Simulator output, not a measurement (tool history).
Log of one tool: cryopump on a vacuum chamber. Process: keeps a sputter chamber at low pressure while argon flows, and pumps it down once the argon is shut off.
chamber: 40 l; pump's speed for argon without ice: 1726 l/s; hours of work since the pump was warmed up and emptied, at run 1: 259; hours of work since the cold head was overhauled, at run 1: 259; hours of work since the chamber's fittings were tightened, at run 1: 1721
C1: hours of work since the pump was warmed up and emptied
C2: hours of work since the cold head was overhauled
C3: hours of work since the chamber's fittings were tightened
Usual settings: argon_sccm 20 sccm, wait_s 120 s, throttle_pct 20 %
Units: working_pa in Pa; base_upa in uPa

Run 1, hour 0.0: usual settings; C1 259; C2 259; C3 1721. Result: working_pa 0.0999 Pa, base_upa 1.75 uPa.
Run 2, hour 15.2: usual settings but wait_s 214 s; C1 268; C2 268; C3 1730. Result: working_pa 0.0984 Pa, base_upa 1.43 uPa.
Run 3, hour 26.7: usual settings but wait_s 214 s; C1 275; C2 275; C3 1737. Result: working_pa 0.0997 Pa, base_upa 1.42 uPa.
Run 4, hour 43.1: usual settings; C1 285; C2 285; C3 1747. Result: working_pa 0.0988 Pa, base_upa 1.75 uPa.
Run 5, hour 59.1: usual settings but argon_sccm 13 sccm; C1 295; C2 295; C3 1757. Result: working_pa 0.0645 Pa, base_upa 1.72 uPa.
Run 6, hour 73.6: usual settings but wait_s 37 s; C1 304; C2 304; C3 1766. Result: working_pa 0.0997 Pa, base_upa 3.26 uPa.
Run 7, hour 87.8: usual settings but wait_s 37 s; C1 312; C2 312; C3 1775. Result: working_pa 0.1010 Pa, base_upa 3.15 uPa.
Run 8, hour 100.4: usual settings but wait_s 63 s; C1 320; C2 320; C3 1782. Result: working_pa 0.0995 Pa, base_upa 2.47 uPa.
Run 9, hour 114.8: usual settings but wait_s 63 s; C1 329; C2 329; C3 1791. Result: working_pa 0.1002 Pa, base_upa 2.34 uPa.
Run 10, hour 130.7: usual settings but wait_s 97 s; C1 338; C2 338; C3 1801. Result: working_pa 0.0992 Pa, base_upa 1.83 uPa.
Run 11, hour 146.1: usual settings but wait_s 97 s; C1 348; C2 348; C3 1810. Result: working_pa 0.1005 Pa, base_upa 1.87 uPa.
Run 12, hour 162.1: usual settings; C1 358; C2 358; C3 1820. Result: working_pa 0.0994 Pa, base_upa 1.76 uPa.
Run 13, hour 178.6: usual settings; C1 368; C2 368; C3 1830. Result: working_pa 0.0988 Pa, base_upa 1.74 uPa.
Run 14, hour 188.3: usual settings but wait_s 173 s; C1 374; C2 374; C3 1836. Result: working_pa 0.0985 Pa, base_upa 1.59 uPa.
Run 15, hour 206.1: usual settings but wait_s 173 s; C1 384; C2 384; C3 1847. Result: working_pa 0.1000 Pa, base_upa 1.61 uPa.
Run 16, hour 221.4: usual settings; C1 394; C2 394; C3 1856. Result: working_pa 0.0998 Pa, base_upa 1.79 uPa.
Run 17, hour 230.5: usual settings; C1 399; C2 399; C3 1862. Result: working_pa 0.0994 Pa, base_upa 1.84 uPa.
Run 18, hour 238.1: usual settings but argon_sccm 14 sccm, wait_s 86 s, throttle_pct 18 %; C1 404; C2 404; C3 1866. Result: working_pa 0.0770 Pa, base_upa 2.06 uPa.
Run 19, hour 246.9: usual settings but argon_sccm 14 sccm, wait_s 86 s, throttle_pct 18 %; C1 409; C2 409; C3 1872. Result: working_pa 0.0773 Pa, base_upa 2.04 uPa.
Run 20, hour 255.8: usual settings but argon_sccm 17 sccm, wait_s 72 s, throttle_pct 30 %; C1 415; C2 415; C3 1877. Result: working_pa 0.0581 Pa, base_upa 2.16 uPa.
Run 21, hour 266.3: usual settings but argon_sccm 17 sccm, wait_s 72 s, throttle_pct 30 %; C1 421; C2 421; C3 1884. Result: working_pa 0.0574 Pa, base_upa 2.28 uPa.
Run 22, hour 283.6: usual settings but argon_sccm 15 sccm, wait_s 202 s, throttle_pct 23 %; C1 432; C2 432; C3 1894. Result: working_pa 0.0649 Pa, base_upa 1.52 uPa.
Run 23, hour 295.4: usual settings but argon_sccm 15 sccm, wait_s 202 s, throttle_pct 23 %; C1 439; C2 439; C3 1901. Result: working_pa 0.0655 Pa, base_upa 1.56 uPa.
Run 24, hour 304.7: usual settings but argon_sccm 18 sccm, throttle_pct 26 %; C1 445; C2 445; C3 1907. Result: working_pa 0.0697 Pa, base_upa 1.84 uPa.
Run 25, hour 317.4: usual settings but wait_s 22 s, throttle_pct 17 %; C1 452; C2 452; C3 1915. Result: working_pa 0.1180 Pa, base_upa 4.63 uPa.
Run 26, hour 330.8: usual settings but argon_sccm 25 sccm, wait_s 22 s, throttle_pct 17 %; C1 461; C2 461; C3 1923. Result: working_pa 0.1477 Pa, base_upa 4.85 uPa.
Run 27, hour 338.2: usual settings but argon_sccm 25 sccm, wait_s 22 s, throttle_pct 17 %; C1 465; C2 465; C3 1928. Result: working_pa 0.1467 Pa, base_upa 4.77 uPa.
Run 28, hour 351.7: usual settings but argon_sccm 25 sccm, wait_s 22 s, throttle_pct 17 %; C1 473; C2 473; C3 1936. Result: working_pa 0.1451 Pa, base_upa 4.85 uPa.
Run 29, hour 360.9: usual settings but argon_sccm 11 sccm, wait_s 54 s; C1 479; C2 479; C3 1941. Result: working_pa 0.0554 Pa, base_upa 2.70 uPa.
Run 30, hour 373.5: usual settings but argon_sccm 9 sccm, wait_s 84 s, throttle_pct 22 %; C1 487; C2 487; C3 1949. Result: working_pa 0.0420 Pa, base_upa 2.17 uPa.
Run 31, hour 386.9: usual settings but argon_sccm 9 sccm, wait_s 84 s, throttle_pct 22 %; C1 495; C2 495; C3 1957. Result: working_pa 0.0417 Pa, base_upa 2.14 uPa.
Run 32, hour 401.4: usual settings but argon_sccm 15 sccm, wait_s 70 s, throttle_pct 27 %; C1 504; C2 504; C3 1966. Result: working_pa 0.0561 Pa, base_upa 2.36 uPa.
Run 33, hour 413.0: usual settings but argon_sccm 9 sccm, wait_s 40 s, throttle_pct 51 %; C1 511; C2 511; C3 1973. Result: working_pa 0.0185 Pa, base_upa 3.23 uPa.
Run 34, hour 423.0: usual settings but argon_sccm 9 sccm, wait_s 40 s, throttle_pct 51 %; C1 517; C2 517; C3 1979. Result: working_pa 0.0184 Pa, base_upa 3.20 uPa.

The same runs without the tool's hidden state, with the same run-to-run variation:
The hidden state here: pump's speed, % of a pump's without ice; cold plate's temperature, K; leak into the chamber, uPa l/s; drift of the gauge itself on working_pa, %; drift of the gauge itself on base_upa, %.
run  working_pa  base_upa
  1      0.0985      0.87
  2      0.0970      0.57
  3      0.0982      0.54
  4      0.0973      0.85
  5      0.0635      0.83
  6      0.0980      2.35
  7      0.0993      2.26
  8      0.0978      1.52
  9      0.0984      1.42
 10      0.0974      0.94
 11      0.0987      0.96
 12      0.0975      0.83
 13      0.0968      0.81
 14      0.0966      0.62
 15      0.0980      0.65
 16      0.0977      0.84
 17      0.0973      0.86
 18      0.0755      1.09
 19      0.0758      1.08
 20      0.0562      1.22
 21      0.0555      1.29
 22      0.0632      0.55
 23      0.0637      0.56
 24      0.0676      0.84
 25      0.1156      3.65
 26      0.1446      3.81
 27      0.1436      3.75
 28      0.1419      3.81
 29      0.0539      1.67
 30      0.0409      1.14
 31      0.0405      1.10
 32      0.0541      1.31
 33      0.0173      2.17
 34      0.0171      2.14
